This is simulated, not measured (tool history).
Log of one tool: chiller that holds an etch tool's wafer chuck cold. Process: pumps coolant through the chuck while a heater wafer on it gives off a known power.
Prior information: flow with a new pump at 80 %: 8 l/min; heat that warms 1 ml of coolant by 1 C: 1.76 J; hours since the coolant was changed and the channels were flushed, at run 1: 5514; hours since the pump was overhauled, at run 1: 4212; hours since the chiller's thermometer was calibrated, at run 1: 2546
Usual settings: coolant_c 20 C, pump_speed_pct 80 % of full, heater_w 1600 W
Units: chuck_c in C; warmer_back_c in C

| run | hour | coolant_c | pump_speed_pct | heater_w | hours since the coolant was changed and the channels were flushed | hours since the pump was overhauled | hours since the chiller's thermometer was calibrated | chuck_c | warmer_back_c |
|---|---|---|---|---|---|---|---|---|---|
| 1 | 0.0 | 20 | 80 | 1600 | 5514 | 4212 | 2546 | 32.9 | 6.81 |
| 2 | 99.8 | 20 | 80 | 1600 | 5613 | 4312 | 2646 | 32.9 | 6.78 |
| 3 | 169.2 | 20 | 80 | 1600 | 5683 | 4382 | 2716 | 32.8 | 6.84 |
|  | 241.6 | coolant changed, channels flushed |
| 4 | 258.2 | 20 | 80 | 876 | 17 | 4465 | 2799 | 27.1 | 3.76 |
| 5 | 342.0 | 20 | 80 | 876 | 100 | 4548 | 2882 | 27.1 | 3.63 |
|  | 377.4 | chiller's thermometer calibrated |
| 6 | 448.1 | 20 | 80 | 1600 | 206 | 4653 | 71 | 32.7 | 6.82 |
| 7 | 540.5 | 28 | 80 | 1600 | 298 | 4746 | 163 | 40.9 | 6.79 |
| 8 | 628.0 | 28 | 80 | 1600 | 385 | 4833 | 251 | 40.8 | 6.75 |
| 9 | 684.2 | 28 | 80 | 1600 | 442 | 4890 | 307 | 41.0 | 6.77 |
| 10 | 735.7 | 28 | 80 | 1600 | 493 | 4941 | 358 | 41.1 | 6.73 |
| 11 | 834.8 | 20 | 80 | 1600 | 592 | 5040 | 457 | 32.9 | 6.72 |
| 12 | 908.8 | 20 | 71 | 1600 | 666 | 5114 | 531 | 34.2 | 7.70 |
| 13 | 988.8 | 20 | 63 | 1600 | 746 | 5194 | 611 | 35.4 | 8.76 |
| 14 | 1036.2 | 14 | 80 | 1119 | 794 | 5242 | 659 | 23.0 | 4.64 |
| 15 | 1083.1 | 14 | 80 | 1119 | 841 | 5289 | 706 | 23.0 | 4.60 |
| 16 | 1165.4 | 29 | 80 | 1304 | 923 | 5371 | 788 | 39.4 | 5.48 |
| 17 | 1248.7 | 29 | 80 | 1304 | 1006 | 5454 | 871 | 39.9 | 5.45 |
| 18 | 1330.9 | 17 | 90 | 1304 | 1088 | 5536 | 954 | 26.5 | 4.78 |
| 19 | 1395.0 | 17 | 90 | 1304 | 1152 | 5600 | 1018 | 26.7 | 4.78 |
| 20 | 1492.2 | 17 | 90 | 1304 | 1250 | 5698 | 1115 | 26.7 | 4.71 |
| 21 | 1593.0 | 17 | 90 | 1304 | 1350 | 5798 | 1216 | 26.6 | 4.73 |
|  | 1631.7 | gauge calibrated |
| 22 | 1675.7 | 20 | 91 | 1261 | 1433 | 5881 | 1298 | 29.2 | 4.67 |
| 23 | 1733.3 | 16 | 73 | 1496 | 1491 | 5939 | 1356 | 29.0 | 7.05 |
| 24 | 1800.1 | 16 | 73 | 1496 | 1558 | 6006 | 1423 | 29.0 | 7.00 |
| 25 | 1892.9 | 16 | 62 | 1496 | 1650 | 6098 | 1516 | 30.7 | 8.33 |

The same runs without the tool's hidden state, with the same run-to-run variation:
What the log doesn't record here: heat passed by the chuck's channels, % of clean ones'; flow at a given pump speed, % of a new pump's; coolant's true temperature over the reading, C; drift of the gauge itself on chuck_c, C; drift of the gauge itself on warmer_back_c, C.
| run | warmer_back_c |
|---|---|
| 1 | 6.80 |
| 2 | 6.79 |
| 3 | 6.85 |
| 4 | 3.78 |
| 5 | 3.67 |
| 6 | 6.87 |
| 7 | 6.85 |
| 8 | 6.82 |
| 9 | 6.84 |
| 10 | 6.81 |
| 11 | 6.82 |
| 12 | 7.80 |
| 13 | 8.87 |
| 14 | 4.76 |
| 15 | 4.72 |
| 16 | 5.61 |
| 17 | 5.59 |
| 18 | 4.93 |
| 19 | 4.94 |
| 20 | 4.88 |
| 21 | 4.91 |
| 22 | 4.67 |
| 23 | 7.06 |
| 24 | 7.01 |
| 25 | 8.35 |
chuck_c: differs from the measured result by no more than 0.1 C in any run.

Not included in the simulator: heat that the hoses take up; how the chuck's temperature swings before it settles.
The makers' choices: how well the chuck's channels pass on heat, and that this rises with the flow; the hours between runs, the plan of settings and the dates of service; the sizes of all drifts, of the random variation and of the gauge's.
